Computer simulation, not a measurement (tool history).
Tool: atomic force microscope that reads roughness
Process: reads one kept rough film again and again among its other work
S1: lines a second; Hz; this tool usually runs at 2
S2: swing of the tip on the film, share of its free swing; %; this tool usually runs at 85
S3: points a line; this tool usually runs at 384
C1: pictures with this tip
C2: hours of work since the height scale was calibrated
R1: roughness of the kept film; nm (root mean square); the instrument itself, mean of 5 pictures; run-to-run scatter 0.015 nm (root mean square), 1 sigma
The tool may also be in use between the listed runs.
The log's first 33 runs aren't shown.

run,hour,S1,S2,S3,C1,C2,R1
# hour 593.9: new tip fitted
34,596.3,0.85,69,312,6,226,4.127
35,611.2,1.71,55,485,44,238,3.907
36,628.5,0.65,58,485,88,252,3.652
37,640.4,1.56,76,635,119,261,3.239
38,666.9,1.52,81,985,187,282,2.882
39,687,1.52,81,985,238,298,2.696
40,707,2.32,61,948,289,314,2.666
41,718.6,2.32,61,948,319,323,2.574
# hour 728.7: new tip fitted
42,744.8,3.12,69,951,41,344,3.623
43,763.5,1.5,59,880,89,359,3.577
44,781.2,1.5,64,335,135,373,3.285
45,806.1,1.5,64,335,198,393,3.006
46,829.5,1.5,64,335,258,411,2.751
47,845.4,1.5,64,335,298,424,2.604
# hour 863.9: new tip fitted
48,867.6,1.5,64,335,9,441,3.948
49,890.1,1.5,64,335,66,459,3.607
50,903.7,2.41,57,936,101,470,3.428
51,922.3,2.41,57,936,149,485,3.179

What if the next run were any one of these 4? Each begins from the tool's condition after run 51:
A,943.5,0.6,64,462,203,502,?
B,943.5,0.62,59,936,203,502,?
C,943.5,0.59,57,291,203,502,?
D,943.5,2.41,74,407,203,502,?

run,R1
A,3.025
B,3.027
C,2.987
D,2.766
With the hidden condition removed and each run's random variation left untouched, the same runs would have given:
run,R1
A,4.212
B,4.219
C,4.161
D,3.857
